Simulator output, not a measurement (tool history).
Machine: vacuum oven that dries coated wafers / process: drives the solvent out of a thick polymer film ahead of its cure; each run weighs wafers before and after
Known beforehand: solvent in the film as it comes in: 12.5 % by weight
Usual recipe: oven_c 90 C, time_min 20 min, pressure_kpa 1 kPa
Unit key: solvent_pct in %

| run | hour | oven_c | time_min | pressure_kpa | solvent_pct |
|---|---|---|---|---|---|
| 1 | 0 | 90 | 20 | 1 | 3.31 |
| 2 | 22.6 | 90 | 20 | 1 | 3.26 |
| 3 | 37.7 | 90 | 20 | 1 | 3.3 |
| 4 | 50 | 90 | 20 | 1 | 3.23 |
| 5 | 71.3 | 90 | 20 | 1 | 3.31 |
| 6 | 92.2 | 90 | 20 | 1 | 3.3 |
| 7 | 113.9 | 90 | 20 | 1 | 3.35 |
| 8 | 135.1 | 90 | 20 | 2.57 | 5.49 |
| 9 | 156.3 | 90 | 20 | 2.57 | 5.49 |
| 10 | 178.4 | 90 | 20 | 2.57 | 5.52 |
| 11 | 191.9 | 90 | 11 | 2.57 | 6.88 |
| 12 | 206.8 | 90 | 20 | 1 | 3.32 |
| 13 | 222.6 | 90 | 20 | 1 | 3.33 |
| 14 | 233.1 | 90 | 20 | 1 | 3.31 |
| 15 | 251.5 | 90 | 20 | 1 | 3.32 |
| 16 | 274.6 | 90 | 20 | 1 | 3.36 |
| 17 | 294.8 | 90 | 20 | 1 | 3.39 |
| 18 | 315.9 | 90 | 20 | 1.67 | 4.33 |

Run 19 is up next; what results do you expect?
| 19 | 333.4 | 90 | 20 | 1.67 | ? |

For run 19 the tool returned solvent_pct 4.25 %.
Without the tool's hidden state the same run would have given solvent_pct 4.06 %.

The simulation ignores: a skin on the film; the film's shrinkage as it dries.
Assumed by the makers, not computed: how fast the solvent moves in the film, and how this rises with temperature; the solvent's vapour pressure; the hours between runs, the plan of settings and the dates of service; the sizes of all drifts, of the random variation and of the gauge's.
